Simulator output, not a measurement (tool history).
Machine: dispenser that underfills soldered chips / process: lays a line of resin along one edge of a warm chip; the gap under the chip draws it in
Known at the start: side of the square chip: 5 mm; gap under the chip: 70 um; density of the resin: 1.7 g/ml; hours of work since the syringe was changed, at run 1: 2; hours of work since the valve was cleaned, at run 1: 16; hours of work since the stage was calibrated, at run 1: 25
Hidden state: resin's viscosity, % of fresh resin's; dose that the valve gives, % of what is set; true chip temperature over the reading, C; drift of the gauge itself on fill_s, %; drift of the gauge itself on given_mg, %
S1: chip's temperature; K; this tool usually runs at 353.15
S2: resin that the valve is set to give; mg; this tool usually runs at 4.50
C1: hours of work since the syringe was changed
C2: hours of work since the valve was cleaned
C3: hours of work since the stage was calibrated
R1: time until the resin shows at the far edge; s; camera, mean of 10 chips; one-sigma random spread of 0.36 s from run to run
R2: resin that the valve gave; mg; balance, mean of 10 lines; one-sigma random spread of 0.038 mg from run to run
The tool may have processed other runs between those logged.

run	day	S1	S2	C1	C2	C3	R1	R2
1	0.000	353.15	4.50	2	16	25	19.9	4.48
2	0.179	353.15	4.50	5	20	28	23.4	4.46
3	0.383	353.15	4.50	9	23	32	26.3	4.50
# day 0.450: new syringe of resin
4	0.517	353.15	4.50	1	26	34	20.3	4.49
5	0.683	353.15	4.50	4	29	37	22.9	4.53
6	0.896	353.15	4.23	8	32	41	26.6	4.20
# day 0.988: new syringe of resin
7	1.096	353.15	4.50	2	36	44	19.9	4.42
8	1.338	353.15	4.50	6	40	49	23.6	4.45
9	1.492	353.15	4.50	9	43	52	27.5	4.43
# day 1.542: new syringe of resin
10	1.717	353.15	4.50	3	47	56	21.2	4.49
11	1.950	353.15	4.50	7	51	60	24.9	4.43
# day 2.083: new syringe of resin
12	2.121	353.15	4.50	1	54	63	19.4	4.48
13	2.238	348.15	5.10	3	56	65	26.1	4.95
14	2.392	348.15	5.57	6	59	68	28.8	5.48
15	2.538	362.15	5.06	8	62	70	17.8	4.96
# day 2.633: new syringe of resin
16	2.788	357.15	5.83	3	66	75	17.4	5.74
17	2.962	343.15	4.90	6	69	78	36.4	4.76
18	3.079	346.15	5.32	8	72	80	33.8	5.22
# day 3.188: new syringe of resin
19	3.246	353.15	4.53	1	74	83	20.0	4.35

3 options for the next run, each taken on its own from the tool as it stands now. Forecast them:
A	3.375	353.15	3.99	3	77	85	?	?
B	3.375	355.15	4.78	3	77	85	?	?
C	3.375	346.15	5.31	3	77	85	?	?

run	R1	R2
A	22.3	3.88
B	19.4	4.67
C	28.2	5.22
Stripped of hidden state, with their random variation kept, the same runs would have yielded:
run	R1	R2
A	20.1	4.00
B	17.5	4.81
C	25.5	5.38
